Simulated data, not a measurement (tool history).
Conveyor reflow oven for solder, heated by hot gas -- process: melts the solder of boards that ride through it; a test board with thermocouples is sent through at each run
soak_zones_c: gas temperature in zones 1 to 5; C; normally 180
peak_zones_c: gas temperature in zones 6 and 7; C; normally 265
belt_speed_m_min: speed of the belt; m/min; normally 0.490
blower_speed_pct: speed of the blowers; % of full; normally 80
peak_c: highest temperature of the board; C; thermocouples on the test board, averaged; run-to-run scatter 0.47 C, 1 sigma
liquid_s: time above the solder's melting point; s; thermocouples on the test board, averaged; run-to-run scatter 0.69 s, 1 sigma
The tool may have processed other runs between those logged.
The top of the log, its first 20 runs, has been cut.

Run 21, hour 1460.7: usual settings but soak_zones_c 192 C, peak_zones_c 266 C, belt_speed_m_min 0.569 m/min, blower_speed_pct 60 % of full. Result: peak_c 247.4 C, liquid_s 66.3 s.
Run 22, hour 1549.7: usual settings but belt_speed_m_min 0.421 m/min. Result: peak_c 256.5 C, liquid_s 97.0 s.
Run 23, hour 1596.8: usual settings but belt_speed_m_min 0.421 m/min. Result: peak_c 256.0 C, liquid_s 94.6 s.
At hour 1641.4: flux residue cleaned out of gas plates and filters.
Run 24, hour 1643.0: usual settings but belt_speed_m_min 0.421 m/min. Result: peak_c 257.8 C, liquid_s 96.3 s.
Run 25, hour 1684.7: usual settings but soak_zones_c 184 C, belt_speed_m_min 0.457 m/min. Result: peak_c 256.1 C, liquid_s 91.3 s.
Run 26, hour 1748.6: usual settings but soak_zones_c 182 C, peak_zones_c 268 C, belt_speed_m_min 0.504 m/min, blower_speed_pct 64 % of full. Result: peak_c 252.8 C, liquid_s 76.8 s.
Run 27, hour 1848.6: usual settings but peak_zones_c 261 C, blower_speed_pct 51 % of full. Result: peak_c 243.1 C, liquid_s 65.4 s.
Run 28, hour 1913.2: usual settings but soak_zones_c 192 C, peak_zones_c 269 C, belt_speed_m_min 0.445 m/min, blower_speed_pct 60 % of full. Result: peak_c 256.6 C, liquid_s 97.8 s.
Run 29, hour 1959.6: usual settings but soak_zones_c 194 C, peak_zones_c 271 C, belt_speed_m_min 0.546 m/min, blower_speed_pct 86 % of full. Result: peak_c 259.8 C, liquid_s 81.4 s.
Run 30, hour 2015.1: usual settings but soak_zones_c 194 C, peak_zones_c 271 C, belt_speed_m_min 0.546 m/min, blower_speed_pct 86 % of full. Result: peak_c 259.1 C, liquid_s 81.6 s.
Run 31, hour 2078.3: usual settings but soak_zones_c 194 C, peak_zones_c 260 C, belt_speed_m_min 0.544 m/min, blower_speed_pct 87 % of full. Result: peak_c 249.5 C, liquid_s 76.8 s.

What if the next run were any one of these 4? Each begins from the tool's condition after run 31:
Run A, hour 2142.8: usual settings but soak_zones_c 190 C, belt_speed_m_min 0.444 m/min, blower_speed_pct 57 % of full. Result: peak_c ?, liquid_s ?.
Run B, hour 2142.8: usual settings but soak_zones_c 185 C, peak_zones_c 275 C, belt_speed_m_min 0.466 m/min. Result: peak_c ?, liquid_s ?.
Run C, hour 2142.8: usual settings but soak_zones_c 171 C, peak_zones_c 260 C, belt_speed_m_min 0.544 m/min, blower_speed_pct 82 % of full. Result: peak_c ?, liquid_s ?.
Run D, hour 2142.8: usual settings but belt_speed_m_min 0.517 m/min. Result: peak_c ?, liquid_s ?.

run  peak_c  liquid_s
  A   251.6      91.3
  B   261.9      93.0
  C   245.2      59.1
  D   252.0      74.5
The same runs, with their run-to-run variation unchanged, on a tool lacking any hidden condition would have given:
run  peak_c  liquid_s
  A   253.7      91.6
  B   264.3      92.8
  C   247.7      60.6
  D   254.4      75.2

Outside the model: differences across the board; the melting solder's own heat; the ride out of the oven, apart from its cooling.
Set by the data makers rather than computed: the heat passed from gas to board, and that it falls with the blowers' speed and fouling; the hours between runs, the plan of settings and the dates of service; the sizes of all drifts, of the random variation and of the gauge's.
